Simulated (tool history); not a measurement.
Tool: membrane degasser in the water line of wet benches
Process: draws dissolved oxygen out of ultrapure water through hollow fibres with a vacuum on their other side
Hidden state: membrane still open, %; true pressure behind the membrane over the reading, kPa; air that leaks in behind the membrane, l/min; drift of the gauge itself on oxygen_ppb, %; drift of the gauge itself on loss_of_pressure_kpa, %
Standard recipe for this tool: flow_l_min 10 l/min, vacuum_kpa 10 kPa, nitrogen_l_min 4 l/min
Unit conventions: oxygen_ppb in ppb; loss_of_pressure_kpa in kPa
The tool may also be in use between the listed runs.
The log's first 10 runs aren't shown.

run	day	flow_l_min	vacuum_kpa	nitrogen_l_min	hours since the membrane was changed	hours since the vacuum gauge was calibrated	hours since the vacuum lines were made tight	oxygen_ppb	loss_of_pressure_kpa
11	30.912	10	10	4	1067	3531	228	112.6	61.66
# day 33.858: vacuum gauge calibrated
12	34.454	10	10	4	1152	14	313	113.7	62.47
13	36.638	10	10	4	1204	67	365	109.5	62.37
14	39.829	10	10	4	1281	143	442	112.3	62.22
15	43.358	10	10	4	1365	228	527	111.8	62.63
16	46.275	10	10	4	1435	298	597	110.4	62.49
17	48.625	10	14.4	4	1492	354	653	136.7	62.09
18	51.254	10	10	2.84	1555	417	716	126.7	62.25
19	55.633	14	14.8	7.47	1660	523	821	254	86.76
20	59.854	14	15.3	1.92	1761	624	923	400.7	87.98
21	63.054	8	10	4	1838	701	999	62.9	50.11
22	66.642	8	10	4	1924	787	1085	62.9	50.16
23	68.962	8	10	4	1980	842	1141	63.6	50.42
24	72.425	10	14.6	4	2063	926	1224	140.2	63.04
25	74.358	10	14.6	4.09	2109	972	1271	136.9	63.07
26	78.517	10	14.6	4.09	2209	1072	1370	137.9	62.65
27	81.192	9	10	9.48	2273	1136	1435	63.9	56.64
28	84.792	7	10	3.35	2360	1222	1521	52.3	44.13
29	87.008	10	10	4	2413	1276	1574	111.7	63.2
30	89.008	11	10.4	3.91	2461	1324	1622	146.6	69.27
31	91.971	11	6.8	9.82	2532	1395	1693	106.8	69.33

Each row is a separate what-if for the run after 31, all from the same tool condition, not one after another. Results?
A	95.021	14	7.2	4.86	2605	1468	1767	?	?
B	95.021	10	11.3	9.94	2605	1468	1767	?	?
C	95.021	7	6.4	9.82	2605	1468	1767	?	?
D	95.021	10	10.6	4	2605	1468	1767	?	?

run	oxygen_ppb	loss_of_pressure_kpa
A	226.8	88.34
B	92.2	62.92
C	22	44.22
D	114.5	63.05
What these runs would have given with no unlogged condition in the tool:
run	oxygen_ppb	loss_of_pressure_kpa
A	226.6	86.62
B	92.1	61.7
C	22	43.36
D	114.4	61.82
